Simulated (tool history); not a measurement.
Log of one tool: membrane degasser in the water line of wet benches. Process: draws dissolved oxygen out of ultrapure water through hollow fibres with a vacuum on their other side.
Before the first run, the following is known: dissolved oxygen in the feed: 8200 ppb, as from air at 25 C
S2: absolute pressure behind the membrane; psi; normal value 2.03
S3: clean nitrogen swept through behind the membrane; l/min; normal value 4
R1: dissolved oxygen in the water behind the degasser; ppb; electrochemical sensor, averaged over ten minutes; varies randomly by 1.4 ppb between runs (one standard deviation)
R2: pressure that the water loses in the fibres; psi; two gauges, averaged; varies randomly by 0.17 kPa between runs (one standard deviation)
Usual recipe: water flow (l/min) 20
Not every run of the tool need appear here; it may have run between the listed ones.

Run 1, day 0: usual settings. Result: R1 152 ppb, R2 4.21 psi.
Run 2, day 2.767: usual settings. Result: R1 150.7 ppb, R2 4.213 psi.
Run 3, day 5.088: usual settings. Result: R1 150.2 ppb, R2 4.239 psi.
Run 4, day 7.546: usual settings but S3 7.74 l/min. Result: R1 88.4 ppb, R2 4.223 psi.
Run 5, day 10.038: usual settings but water flow (l/min) 27. Result: R1 235.6 ppb, R2 5.739 psi.
Run 6, day 12.504: usual settings but S2 1.29 psi. Result: R1 89.8 ppb, R2 4.228 psi.
Run 7, day 15.617: usual settings but S2 1.29 psi. Result: R1 90.2 ppb, R2 4.235 psi.
Run 8, day 20.746: usual settings but S2 1.29 psi. Result: R1 89.1 ppb, R2 4.253 psi.
Run 9, day 25.85: usual settings but S3 5.29 l/min. Result: R1 121.5 ppb, R2 4.239 psi.
Run 10, day 30.467: usual settings but S3 5.29 l/min. Result: R1 122.1 ppb, R2 4.241 psi.
Run 11, day 34.462: usual settings but S3 5.29 l/min. Result: R1 122.9 ppb, R2 4.266 psi.
Run 12, day 37.679: usual settings but S3 5.29 l/min. Result: R1 122.8 ppb, R2 4.226 psi.
Run 13, day 42.358: usual settings but S3 5.29 l/min. Result: R1 124.6 ppb, R2 4.235 psi.
Run 14, day 45.679: usual settings but S3 5.29 l/min. Result: R1 124.4 ppb, R2 4.229 psi.
Run 15, day 49.921: usual settings but S3 5.29 l/min. Result: R1 123.7 ppb, R2 4.267 psi.
Run 16, day 54.321: usual settings but S3 5.29 l/min. Result: R1 122.1 ppb, R2 4.225 psi.
Run 17, day 56.954: usual settings but water flow (l/min) 15, S2 2.39 psi, S3 1.85 l/min. Result: R1 269.2 ppb, R2 3.194 psi.

Run 18, settings as shown, results not yet in. Your forecast:
Run 18, day 60.229: usual settings but water flow (l/min) 15, S2 3.81 psi, S3 6.63 l/min. Result: R1 ?, R2 ?.

Run 18 gave R1 142.8 ppb, R2 3.208 psi.
Take away the tool's hidden state, keep the run-to-run variation as it was, and the same run would have given R1 132.1 ppb, R2 3.056 psi.

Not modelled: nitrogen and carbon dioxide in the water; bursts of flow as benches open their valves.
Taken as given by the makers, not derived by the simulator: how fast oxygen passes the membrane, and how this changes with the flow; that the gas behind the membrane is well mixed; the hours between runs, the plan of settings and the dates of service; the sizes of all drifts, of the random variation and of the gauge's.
